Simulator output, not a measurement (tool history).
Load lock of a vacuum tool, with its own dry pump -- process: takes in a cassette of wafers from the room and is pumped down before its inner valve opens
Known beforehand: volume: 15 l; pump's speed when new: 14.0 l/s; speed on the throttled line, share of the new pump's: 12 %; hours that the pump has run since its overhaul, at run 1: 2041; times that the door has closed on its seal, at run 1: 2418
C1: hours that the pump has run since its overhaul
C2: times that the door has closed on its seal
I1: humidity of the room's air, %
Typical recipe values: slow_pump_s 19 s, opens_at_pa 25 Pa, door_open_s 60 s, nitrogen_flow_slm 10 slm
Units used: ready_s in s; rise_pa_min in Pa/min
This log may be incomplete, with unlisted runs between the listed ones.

Run 1, hour 0.0: usual settings; C1 2041; C2 2418; I1 44.2. Result: ready_s 25.8 s, rise_pa_min 0.079 Pa/min.
Run 2, hour 95.6: usual settings; C1 2136; C2 2781; I1 47.7. Result: ready_s 25.9 s, rise_pa_min 0.079 Pa/min.
Run 3, hour 195.4: usual settings but door_open_s 87 s; C1 2236; C2 3161; I1 44.2. Result: ready_s 25.9 s, rise_pa_min 0.092 Pa/min.
Run 4, hour 302.0: usual settings but opens_at_pa 37 Pa; C1 2343; C2 3566; I1 44.2. Result: ready_s 25.6 s, rise_pa_min 0.075 Pa/min.
Run 5, hour 376.7: usual settings but opens_at_pa 37 Pa; C1 2417; C2 3849; I1 44.5. Result: ready_s 25.2 s, rise_pa_min 0.084 Pa/min.
Run 6, hour 462.0: usual settings but opens_at_pa 37 Pa; C1 2503; C2 4173; I1 47.4. Result: ready_s 25.5 s, rise_pa_min 0.084 Pa/min.
Run 7, hour 515.3: usual settings but opens_at_pa 27 Pa; C1 2556; C2 4376; I1 46.2. Result: ready_s 25.5 s, rise_pa_min 0.087 Pa/min.
Run 8, hour 611.1: usual settings but opens_at_pa 27 Pa; C1 2652; C2 4740; I1 45.0. Result: ready_s 25.8 s, rise_pa_min 0.083 Pa/min.
Run 9, hour 704.3: usual settings; C1 2745; C2 5094; I1 43.1. Result: ready_s 25.7 s, rise_pa_min 0.084 Pa/min.
Run 10, hour 763.8: usual settings; C1 2804; C2 5320; I1 46.2. Result: ready_s 26.0 s, rise_pa_min 0.080 Pa/min.
Run 11, hour 853.6: usual settings; C1 2894; C2 5661; I1 45.6. Result: ready_s 25.9 s, rise_pa_min 0.084 Pa/min.
Run 12, hour 930.6: usual settings; C1 2971; C2 5953; I1 50.4. Result: ready_s 25.9 s, rise_pa_min 0.091 Pa/min.
Run 13, hour 1020.0: usual settings; C1 3061; C2 6293; I1 49.7. Result: ready_s 26.1 s, rise_pa_min 0.095 Pa/min.
Run 14, hour 1095.5: usual settings; C1 3136; C2 6580; I1 45.8. Result: ready_s 25.9 s, rise_pa_min 0.089 Pa/min.
Run 15, hour 1168.6: usual settings; C1 3209; C2 6857; I1 47.3. Result: ready_s 26.0 s, rise_pa_min 0.092 Pa/min.
Run 16, hour 1228.0: usual settings; C1 3269; C2 7083; I1 46.1. Result: ready_s 25.8 s, rise_pa_min 0.092 Pa/min.
Run 17, hour 1280.1: usual settings; C1 3321; C2 7281; I1 43.3. Result: ready_s 25.8 s, rise_pa_min 0.083 Pa/min.
Run 18, hour 1386.1: usual settings; C1 3427; C2 7684; I1 46.6. Result: ready_s 25.7 s, rise_pa_min 0.094 Pa/min.
Run 19, hour 1431.4: usual settings; C1 3472; C2 7856; I1 44.6. Result: ready_s 25.8 s, rise_pa_min 0.089 Pa/min.
Run 20, hour 1479.1: usual settings; C1 3520; C2 8037; I1 44.8. Result: ready_s 25.8 s, rise_pa_min 0.091 Pa/min.
Run 21, hour 1576.9: usual settings; C1 3618; C2 8409; I1 45.6. Result: ready_s 26.2 s, rise_pa_min 0.095 Pa/min.
Run 22, hour 1644.6: usual settings but slow_pump_s 15 s, opens_at_pa 20 Pa, door_open_s 31 s, nitrogen_flow_slm 11 slm; C1 3685; C2 8666; I1 45.4. Result: ready_s 22.7 s, rise_pa_min 0.079 Pa/min.
Run 23, hour 1738.0: usual settings but slow_pump_s 15 s, opens_at_pa 20 Pa, door_open_s 31 s, nitrogen_flow_slm 11 slm; C1 3779; C2 9021; I1 44.5. Result: ready_s 22.6 s, rise_pa_min 0.082 Pa/min.
Run 24, hour 1818.3: usual settings but slow_pump_s 14 s, opens_at_pa 38 Pa, door_open_s 52 s, nitrogen_flow_slm 39 slm; C1 3859; C2 9326; I1 43.0. Result: ready_s 21.0 s, rise_pa_min 0.067 Pa/min.
Run 25, hour 1899.0: usual settings but slow_pump_s 14 s, opens_at_pa 38 Pa, door_open_s 52 s, nitrogen_flow_slm 39 slm; C1 3940; C2 9632; I1 47.1. Result: ready_s 20.9 s, rise_pa_min 0.077 Pa/min.
Run 26, hour 1957.9: usual settings but slow_pump_s 22 s, opens_at_pa 38 Pa, door_open_s 52 s, nitrogen_flow_slm 39 slm; C1 3999; C2 9856; I1 47.0. Result: ready_s 28.1 s, rise_pa_min 0.075 Pa/min.
Run 27, hour 2038.3: usual settings but slow_pump_s 22 s, opens_at_pa 38 Pa, door_open_s 52 s, nitrogen_flow_slm 39 slm; C1 4079; C2 10161; I1 45.8. Result: ready_s 28.0 s, rise_pa_min 0.079 Pa/min.
Run 28, hour 2138.2: usual settings but opens_at_pa 27 Pa, nitrogen_flow_slm 13 slm; C1 4179; C2 10541; I1 46.4. Result: ready_s 25.7 s, rise_pa_min 0.096 Pa/min.
Run 29, hour 2230.0: usual settings but opens_at_pa 45 Pa, nitrogen_flow_slm 26 slm; C1 4271; C2 10890; I1 45.5. Result: ready_s 25.4 s, rise_pa_min 0.092 Pa/min.
Run 30, hour 2276.6: usual settings but slow_pump_s 16 s, opens_at_pa 22 Pa, door_open_s 76 s, nitrogen_flow_slm 19 slm; C1 4317; C2 11066; I1 43.9. Result: ready_s 23.6 s, rise_pa_min 0.099 Pa/min.
Run 31, hour 2381.8: usual settings but slow_pump_s 18 s, opens_at_pa 49 Pa, door_open_s 47 s, nitrogen_flow_slm 43 slm; C1 4422; C2 11466; I1 46.5. Result: ready_s 24.2 s, rise_pa_min 0.074 Pa/min.
Run 32, hour 2441.8: usual settings but slow_pump_s 18 s, opens_at_pa 49 Pa, door_open_s 47 s, nitrogen_flow_slm 43 slm; C1 4482; C2 11694; I1 45.8. Result: ready_s 24.6 s, rise_pa_min 0.083 Pa/min.
Run 33, hour 2496.6: usual settings but slow_pump_s 21 s; C1 4537; C2 11902; I1 43.8. Result: ready_s 27.8 s, rise_pa_min 0.105 Pa/min.
Run 34, hour 2579.9: usual settings but slow_pump_s 21 s; C1 4621; C2 12219; I1 42.7. Result: ready_s 27.7 s, rise_pa_min 0.101 Pa/min.
Run 35, hour 2666.7: usual settings but door_open_s 145 s, nitrogen_flow_slm 6 slm; C1 4707; C2 12549; I1 42.0. Result: ready_s 26.1 s, rise_pa_min 0.139 Pa/min.
Run 36, hour 2772.1: usual settings but door_open_s 145 s, nitrogen_flow_slm 6 slm; C1 4813; C2 12949; I1 43.0. Result: ready_s 26.0 s, rise_pa_min 0.149 Pa/min.
Run 37, hour 2876.1: usual settings but slow_pump_s 20 s, opens_at_pa 40 Pa, door_open_s 239 s, nitrogen_flow_slm 32 slm; C1 4917; C2 13344; I1 45.5. Result: ready_s 26.2 s, rise_pa_min 0.130 Pa/min.

How would selected steps in rise_pa_min from run to run divide? Give the signed amount a tool lacking its hidden state would still show from settings, what came in and random variation, and the signed amount left for the hidden state, including any gauge scatter that is not in both of the compared results.
Hidden conditions of the tool in this case: pump's speed, % of a new pump's; leak at the door's seal, Pa l/s; drift of the gauge itself on ready_s, %; drift of the gauge itself on rise_pa_min, %.
Run 2 -> 3: door_open_s 60 -> 87. rise_pa_min +0.013 Pa/min: hidden state +0.002, all else +0.011.
Run 20 -> 21: settings left as they were, no log entry in between. rise_pa_min +0.004 Pa/min: hidden state +0.002, all else +0.002.
Run 22 -> 23: settings left as they were, no log entry in between. rise_pa_min +0.003 Pa/min: hidden state +0.003, all else +0.000.
Run 30 -> 31: slow_pump_s 16 -> 18, opens_at_pa 22 -> 49, door_open_s 76 -> 47, nitrogen_flow_slm 19 -> 43. rise_pa_min -0.025 Pa/min: hidden state +0.002, all else -0.027.
Run 32 -> 33: slow_pump_s 18 -> 21, opens_at_pa 49 -> 25, door_open_s 47 -> 60, nitrogen_flow_slm 43 -> 10. rise_pa_min +0.022 Pa/min: hidden state +0.002, all else +0.020.
Run 34 -> 35: slow_pump_s 21 -> 19, door_open_s 60 -> 145, nitrogen_flow_slm 10 -> 6. rise_pa_min +0.038 Pa/min: hidden state +0.001, all else +0.037.
